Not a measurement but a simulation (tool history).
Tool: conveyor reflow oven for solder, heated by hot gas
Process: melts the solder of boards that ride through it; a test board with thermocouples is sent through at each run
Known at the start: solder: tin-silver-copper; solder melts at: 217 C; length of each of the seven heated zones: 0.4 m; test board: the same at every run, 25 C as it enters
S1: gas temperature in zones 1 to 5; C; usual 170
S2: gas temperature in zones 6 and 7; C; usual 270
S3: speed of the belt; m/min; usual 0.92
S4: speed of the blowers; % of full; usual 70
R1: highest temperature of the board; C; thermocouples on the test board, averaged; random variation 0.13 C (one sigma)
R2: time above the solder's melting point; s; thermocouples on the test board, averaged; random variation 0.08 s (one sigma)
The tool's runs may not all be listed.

{"run": 1, "hour": 0.0, "S1": 170, "S2": 270, "S3": 0.92, "S4": 70, "R1": 248.6, "R2": 35.74}
{"run": 2, "hour": 13.5, "S1": 170, "S2": 270, "S3": 0.92, "S4": 70, "R1": 248.5, "R2": 35.7}
{"run": 3, "hour": 20.8, "S1": 170, "S2": 270, "S3": 0.92, "S4": 70, "R1": 248.4, "R2": 35.42}
{"run": 4, "hour": 34.1, "S1": 170, "S2": 270, "S3": 0.92, "S4": 70, "R1": 248.4, "R2": 35.55}
{"run": 5, "hour": 43.4, "S1": 170, "S2": 270, "S3": 0.92, "S4": 70, "R1": 248.5, "R2": 35.66}
{"run": 6, "hour": 57.6, "S1": 170, "S2": 270, "S3": 1.041, "S4": 70, "R1": 243.5, "R2": 28.07}
{"run": 7, "hour": 69.6, "S1": 170, "S2": 279, "S3": 1.041, "S4": 60, "R1": 245.8, "R2": 28.6}
{"run": 8, "hour": 84.2, "S1": 182, "S2": 270, "S3": 0.92, "S4": 70, "R1": 250.5, "R2": 39.84}
{"run": 9, "hour": 94.1, "S1": 182, "S2": 263, "S3": 0.763, "S4": 70, "R1": 249.4, "R2": 48.98}
{"run": 10, "hour": 109.1, "S1": 182, "S2": 263, "S3": 0.763, "S4": 70, "R1": 249.6, "R2": 49.08}
{"run": 11, "hour": 120.6, "S1": 178, "S2": 281, "S3": 1.076, "S4": 70, "R1": 252.6, "R2": 33.25}

3 ways to go on from here, each from the tool as it stands after run 11. What would each give?
{"run": "A", "hour": 130.8, "S1": 178, "S2": 274, "S3": 1.076, "S4": 70, "R1": "?", "R2": "?"}
{"run": "B", "hour": 130.8, "S1": 175, "S2": 270, "S3": 0.983, "S4": 61, "R1": "?", "R2": "?"}
{"run": "C", "hour": 130.8, "S1": 170, "S2": 284, "S3": 0.92, "S4": 70, "R1": "?", "R2": "?"}

run=A R1=246.9 R2=30.3
run=B R1=243.2 R2=30.01
run=C R1=260 R2=41.11
Without the tool's hidden state the same runs would have given:
run=A R1=249.4 R2=31.51
run=B R1=245.6 R2=31.44
run=C R1=262.6 R2=42.02
